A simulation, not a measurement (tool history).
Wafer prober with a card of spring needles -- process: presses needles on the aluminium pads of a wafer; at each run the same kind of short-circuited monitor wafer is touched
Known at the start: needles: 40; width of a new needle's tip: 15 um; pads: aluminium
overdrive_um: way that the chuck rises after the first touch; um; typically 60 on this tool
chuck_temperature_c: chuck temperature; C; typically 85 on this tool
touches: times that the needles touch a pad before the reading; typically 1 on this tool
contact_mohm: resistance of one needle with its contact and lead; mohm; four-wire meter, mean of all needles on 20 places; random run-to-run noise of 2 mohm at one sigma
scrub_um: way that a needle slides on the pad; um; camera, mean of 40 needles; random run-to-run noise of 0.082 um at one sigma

run	hour	overdrive_um	chuck_temperature_c	touches	contact_mohm	scrub_um
1	0.0	60	85	1	226	14.94
2	6.8	60	85	2	228	14.87
3	12.9	60	85	2	230	14.95
# hour 15.1: tips cleaned on abrasive film
4	22.1	70	85	2	220	17.68
5	29.2	70	85	2	228	17.60
# hour 33.2: tips cleaned on abrasive film
6	36.5	79	85	2	216	19.77
7	46.4	79	85	2	218	19.71

Forecast run 8:
# hour 51.5: tips cleaned on abrasive film
8	51.7	60	85	3	?	?

{"run 8": {"contact_mohm": 215, "scrub_um": 14.87}}
Were there no unlogged condition in the tool, this run, its random variation unchanged, would have produced contact_mohm 214 mohm, scrub_um 15.06 um.

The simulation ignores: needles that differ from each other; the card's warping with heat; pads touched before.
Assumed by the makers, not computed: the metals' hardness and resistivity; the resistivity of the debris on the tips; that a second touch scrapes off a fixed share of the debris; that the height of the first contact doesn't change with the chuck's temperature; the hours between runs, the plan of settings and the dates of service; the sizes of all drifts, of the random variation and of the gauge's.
